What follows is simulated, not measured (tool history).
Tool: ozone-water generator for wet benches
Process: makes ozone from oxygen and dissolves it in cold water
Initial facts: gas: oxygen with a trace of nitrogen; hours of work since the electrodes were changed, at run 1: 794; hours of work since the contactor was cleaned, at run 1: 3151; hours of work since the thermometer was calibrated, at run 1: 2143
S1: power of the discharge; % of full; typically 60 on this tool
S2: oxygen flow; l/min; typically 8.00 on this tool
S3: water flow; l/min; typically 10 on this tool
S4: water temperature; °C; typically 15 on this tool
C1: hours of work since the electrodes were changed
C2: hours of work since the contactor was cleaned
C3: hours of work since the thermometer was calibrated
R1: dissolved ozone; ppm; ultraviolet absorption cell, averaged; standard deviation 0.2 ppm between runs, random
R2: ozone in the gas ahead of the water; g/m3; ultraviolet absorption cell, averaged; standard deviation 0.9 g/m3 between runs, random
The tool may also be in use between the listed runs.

Run 1, hour 0.0: usual settings; C1 794; C2 3151; C3 2143. Result: R1 28.0 ppm, R2 146.0 g/m3.
Run 2, hour 51.4: usual settings; C1 826; C2 3183; C3 2175. Result: R1 28.1 ppm, R2 146.2 g/m3.
Run 3, hour 88.9: usual settings; C1 849; C2 3206; C3 2198. Result: R1 27.9 ppm, R2 144.5 g/m3.
Run 4, hour 119.9: usual settings but S2 4.51 l/min; C1 868; C2 3225; C3 2217. Result: R1 32.0 ppm, R2 204.0 g/m3.
Run 5, hour 169.5: usual settings but S4 11 °C; C1 899; C2 3256; C3 2248. Result: R1 30.5 ppm, R2 144.2 g/m3.
Run 6, hour 215.4: usual settings but S2 10.99 l/min; C1 927; C2 3284; C3 2276. Result: R1 25.0 ppm, R2 118.9 g/m3.
Run 7, hour 260.2: usual settings but S2 10.99 l/min; C1 955; C2 3312; C3 2304. Result: R1 25.0 ppm, R2 119.1 g/m3.
At hour 270.9: contactor cleaned.
Run 8, hour 299.9: usual settings but S2 4.43 l/min; C1 977; C2 18; C3 2326. Result: R1 31.2 ppm, R2 206.6 g/m3.
Run 9, hour 336.9: usual settings but S3 8 l/min; C1 999; C2 41; C3 2349. Result: R1 31.0 ppm, R2 143.8 g/m3.
Run 10, hour 381.7: usual settings but S3 8 l/min; C1 1027; C2 68; C3 2376. Result: R1 30.3 ppm, R2 144.1 g/m3.
Run 11, hour 425.9: usual settings but S1 51 % of full, S2 12.80 l/min; C1 1054; C2 96; C3 2403. Result: R1 20.6 ppm, R2 97.4 g/m3.
Run 12, hour 465.4: usual settings but S1 72 % of full, S3 12 l/min; C1 1079; C2 120; C3 2428. Result: R1 27.4 ppm, R2 162.6 g/m3.
Run 13, hour 506.2: usual settings but S1 72 % of full, S3 12 l/min; C1 1104; C2 145; C3 2453. Result: R1 27.0 ppm, R2 161.1 g/m3.

Branching from run 13: 3 alternative next runs. What would each branch give?
At hour 555.0: contactor cleaned, once more.
Run A, hour 574.9: usual settings but S1 72 % of full, S3 12 l/min, S4 8 °C; C1 1144; C2 12; C3 2493. Result: R1 ?, R2 ?.
At hour 555.0: contactor cleaned, once more.
Run B, hour 574.9: usual settings but S2 12.18 l/min, S4 13 °C; C1 1144; C2 12; C3 2493. Result: R1 ?, R2 ?.
At hour 555.0: contactor cleaned, once more.
Run C, hour 574.9: usual settings but S1 72 % of full, S3 12 l/min, S4 10 °C; C1 1144; C2 12; C3 2493. Result: R1 ?, R2 ?.

run    R1     R2
  A  33.0  159.9
  B  25.7  110.7
  C  31.7  160.8
Without the tool's unlogged condition, the same runs would have read:
run    R1     R2
  A  34.6  166.8
  B  26.8  114.9
  C  33.3  167.7
